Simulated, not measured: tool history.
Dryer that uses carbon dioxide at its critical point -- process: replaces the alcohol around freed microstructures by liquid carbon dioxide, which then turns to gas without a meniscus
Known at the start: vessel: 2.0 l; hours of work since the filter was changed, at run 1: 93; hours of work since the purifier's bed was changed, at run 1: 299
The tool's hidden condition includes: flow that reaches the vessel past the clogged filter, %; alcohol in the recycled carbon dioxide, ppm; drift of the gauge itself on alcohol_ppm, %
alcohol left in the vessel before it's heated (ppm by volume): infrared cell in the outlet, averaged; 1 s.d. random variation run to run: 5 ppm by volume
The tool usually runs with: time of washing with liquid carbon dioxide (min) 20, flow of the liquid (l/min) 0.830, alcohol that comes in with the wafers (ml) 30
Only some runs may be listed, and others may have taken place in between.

run,hour,time of washing with liquid carbon dioxide (min),flow of the liquid (l/min),alcohol that comes in with the wafers (ml),hours of work since the filter was changed,hours of work since the purifier's bed was changed,alcohol left in the vessel before it's heated (ppm by volume)
1,0.0,20,0.830,30,93,299,127
2,14.0,20,0.830,30,99,305,131
3,28.1,20,0.830,30,105,311,133
4,41.1,20,0.830,30,110,317,137
5,52.2,20,0.830,30,115,321,133
6,63.2,20,0.648,30,120,326,238
7,74.9,20,0.830,30,125,331,147
8,89.5,20,0.830,30,131,338,148
9,105.6,20,0.830,30,138,344,144
10,122.4,20,0.994,30,145,352,119
11,132.1,20,0.830,30,150,356,149
12,142.5,20,0.830,30,154,360,149
13,158.2,20,0.830,30,161,367,140
14,165.4,20,0.737,30,164,370,199
15,179.3,20,0.830,47,170,376,173
16,194.7,20,1.368,22,177,383,130
17,211.0,20,0.778,55,184,390,236
18,227.9,20,1.059,55,191,397,136
19,241.6,20,1.059,55,197,403,143
20,258.1,20,1.059,55,204,410,134
21,265.7,20,0.970,112,207,414,179
22,275.6,20,0.970,112,211,418,184
23,287.9,22,1.095,23,217,423,132
24,300.6,20,1.270,30,222,429,130
25,313.8,20,1.270,30,228,434,137
26,324.1,16,0.515,30,232,439,988

Forecast each of these 3 alternatives for the next run:
A,333.3,16,0.515,30,236,443,?
B,333.3,31,0.959,30,236,443,?
C,333.3,25,0.830,30,236,443,?

run,alcohol left in the vessel before it's heated (ppm by volume)
A,1004
B,141
C,147
With the hidden condition removed and each run's random variation left untouched, the same runs would have given:
run,alcohol left in the vessel before it's heated (ppm by volume)
A,720
B,6
C,11

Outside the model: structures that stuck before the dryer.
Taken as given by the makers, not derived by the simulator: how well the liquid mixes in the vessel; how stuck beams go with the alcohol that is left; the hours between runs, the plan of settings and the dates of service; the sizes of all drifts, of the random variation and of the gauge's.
